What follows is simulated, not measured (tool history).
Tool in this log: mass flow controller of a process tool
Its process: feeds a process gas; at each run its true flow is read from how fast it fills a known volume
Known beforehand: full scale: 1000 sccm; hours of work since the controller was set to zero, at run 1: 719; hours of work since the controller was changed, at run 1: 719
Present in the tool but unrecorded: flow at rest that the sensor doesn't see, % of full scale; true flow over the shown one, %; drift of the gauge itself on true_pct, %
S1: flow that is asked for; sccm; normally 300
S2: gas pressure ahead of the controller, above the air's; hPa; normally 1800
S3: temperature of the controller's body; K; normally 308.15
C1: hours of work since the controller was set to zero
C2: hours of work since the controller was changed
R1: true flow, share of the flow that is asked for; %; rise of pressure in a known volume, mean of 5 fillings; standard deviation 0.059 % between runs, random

run 1 hour=0 | S1=300 S2=1800 S3=308.15 | C1=719 C2=719 | R1=97.59
run 2 hour=179.5 | S1=300 S2=1800 S3=308.15 | C1=841 C2=841 | R1=97.81
run 3 hour=333.7 | S1=300 S2=1800 S3=308.15 | C1=945 C2=945 | R1=97.66
run 4 hour=501.2 | S1=300 S2=1800 S3=308.15 | C1=1059 C2=1059 | R1=97.58
run 5 hour=580.8 | S1=300 S2=1800 S3=306.15 | C1=1113 C2=1113 | R1=97.77
run 6 hour=718.2 | S1=300 S2=1800 S3=306.15 | C1=1206 C2=1206 | R1=97.72
run 7 hour=814.2 | S1=300 S2=1800 S3=306.15 | C1=1272 C2=1272 | R1=97.68
run 8 hour=953.5 | S1=300 S2=2730 S3=306.15 | C1=1366 C2=1366 | R1=96.95
run 9 hour=1081.8 | S1=300 S2=2730 S3=306.15 | C1=1453 C2=1453 | R1=96.85
run 10 hour=1214.4 | S1=300 S2=2730 S3=306.15 | C1=1543 C2=1543 | R1=96.85
run 11 hour=1390.2 | S1=300 S2=2730 S3=306.15 | C1=1663 C2=1663 | R1=96.66
run 12 hour=1547.2 | S1=300 S2=1800 S3=308.15 | C1=1769 C2=1769 | R1=97.3
run 13 hour=1714.7 | S1=300 S2=1800 S3=308.15 | C1=1883 C2=1883 | R1=97.12
run 14 hour=1818.3 | S1=300 S2=1800 S3=308.15 | C1=1953 C2=1953 | R1=97.01
run 15 hour=1947.1 | S1=300 S2=1800 S3=308.15 | C1=2041 C2=2041 | R1=97.02
run 16 hour=2035.6 | S1=300 S2=1800 S3=308.15 | C1=2101 C2=2101 | R1=97.02
run 17 hour=2142.6 | S1=300 S2=1400 S3=308.15 | C1=2174 C2=2174 | R1=97.31
run 18 hour=2318.6 | S1=300 S2=1800 S3=298.15 | C1=2293 C2=2293 | R1=97.99
run 19 hour=2477.5 | S1=300 S2=1800 S3=298.15 | C1=2401 C2=2401 | R1=97.91
run 20 hour=2585.5 | S1=195 S2=1800 S3=308.15 | C1=2474 C2=2474 | R1=96.6
run 21 hour=2728.3 | S1=300 S2=1800 S3=308.15 | C1=2571 C2=2571 | R1=96.76
run 22 hour=2825.1 | S1=300 S2=1800 S3=308.15 | C1=2637 C2=2637 | R1=96.56
run 23 hour=2935 | S1=406 S2=1800 S3=308.15 | C1=2712 C2=2712 | R1=96.76
run 24 hour=3069.5 | S1=406 S2=1800 S3=308.15 | C1=2803 C2=2803 | R1=96.73
run 25 hour=3179.5 | S1=300 S2=1740 S3=294.15 | C1=2877 C2=2877 | R1=98.01
run 26 hour=3323.8 | S1=216 S2=1800 S3=310.15 | C1=2975 C2=2975 | R1=96.13
run 27 hour=3463 | S1=216 S2=1800 S3=310.15 | C1=3070 C2=3070 | R1=96.09
run 28 hour=3572.6 | S1=108 S2=2130 S3=294.15 | C1=3144 C2=3144 | R1=97.34
run 29 hour=3698.6 | S1=124 S2=2330 S3=307.15 | C1=3230 C2=3230 | R1=95.69
run 30 hour=3785.6 | S1=300 S2=1800 S3=297.15 | C1=3289 C2=3289 | R1=97.47
run 31 hour=3880.4 | S1=300 S2=2310 S3=310.15 | C1=3353 C2=3353 | R1=95.64
run 32 hour=3994.8 | S1=124 S2=2000 S3=296.15 | C1=3431 C2=3431 | R1=97
run 33 hour=4132.8 | S1=124 S2=2000 S3=296.15 | C1=3525 C2=3525 | R1=96.91
run 34 hour=4246.5 | S1=821 S2=1880 S3=312.15 | C1=3602 C2=3602 | R1=96.39
run 35 hour=4395.2 | S1=821 S2=1880 S3=312.15 | C1=3703 C2=3703 | R1=96.38
run 36 hour=4511.5 | S1=821 S2=1880 S3=312.15 | C1=3782 C2=3782 | R1=96.34
run 37 hour=4657.9 | S1=821 S2=1880 S3=312.15 | C1=3881 C2=3881 | R1=96.36
run 38 hour=4755.9 | S1=288 S2=1500 S3=310.15 | C1=3948 C2=3948 | R1=95.81
run 39 hour=4861.1 | S1=288 S2=1500 S3=310.15 | C1=4019 C2=4019 | R1=95.8
run 40 hour=4968.8 | S1=288 S2=1500 S3=310.15 | C1=4092 C2=4092 | R1=95.81
run 41 hour=5107.2 | S1=300 S2=1800 S3=309.15 | C1=4186 C2=4186 | R1=95.58
-- hour=5196.4 gauge calibrated
run 42 hour=5231.5 | S1=300 S2=1800 S3=309.15 | C1=4271 C2=4271 | R1=97.74
run 43 hour=5311.4 | S1=717 S2=1840 S3=310.15 | C1=4325 C2=4325 | R1=98.22
run 44 hour=5443.3 | S1=506 S2=2080 S3=308.15 | C1=4414 C2=4414 | R1=97.83
run 45 hour=5522.2 | S1=506 S2=2080 S3=308.15 | C1=4468 C2=4468 | R1=97.88

For each run, the measured value with the value that run would have given without the tool's hidden condition subtracted. The run-to-run variation is shared by both, the gauge scatter possibly not:
run=1 R1=+0
run=2 R1=-0.08
run=3 R1=-0.14
run=4 R1=-0.21
run=5 R1=-0.25
run=6 R1=-0.3
run=7 R1=-0.34
run=8 R1=-0.4
run=9 R1=-0.45
run=10 R1=-0.51
run=11 R1=-0.58
run=12 R1=-0.66
run=13 R1=-0.72
run=14 R1=-0.77
run=15 R1=-0.83
run=16 R1=-0.86
run=17 R1=-0.91
run=18 R1=-0.99
run=19 R1=-1.06
run=20 R1=-1.09
run=21 R1=-1.16
run=22 R1=-1.2
run=23 R1=-1.25
run=24 R1=-1.3
run=25 R1=-1.37
run=26 R1=-1.39
run=27 R1=-1.45
run=28 R1=-1.5
run=29 R1=-1.54
run=30 R1=-1.62
run=31 R1=-1.64
run=32 R1=-1.69
run=33 R1=-1.74
run=34 R1=-1.82
run=35 R1=-1.87
run=36 R1=-1.93
run=37 R1=-1.99
run=38 R1=-2.01
run=39 R1=-2.06
run=40 R1=-2.1
run=41 R1=-2.16
run=42 R1=-0.01
run=43 R1=-0.06
run=44 R1=-0.11
run=45 R1=-0.15

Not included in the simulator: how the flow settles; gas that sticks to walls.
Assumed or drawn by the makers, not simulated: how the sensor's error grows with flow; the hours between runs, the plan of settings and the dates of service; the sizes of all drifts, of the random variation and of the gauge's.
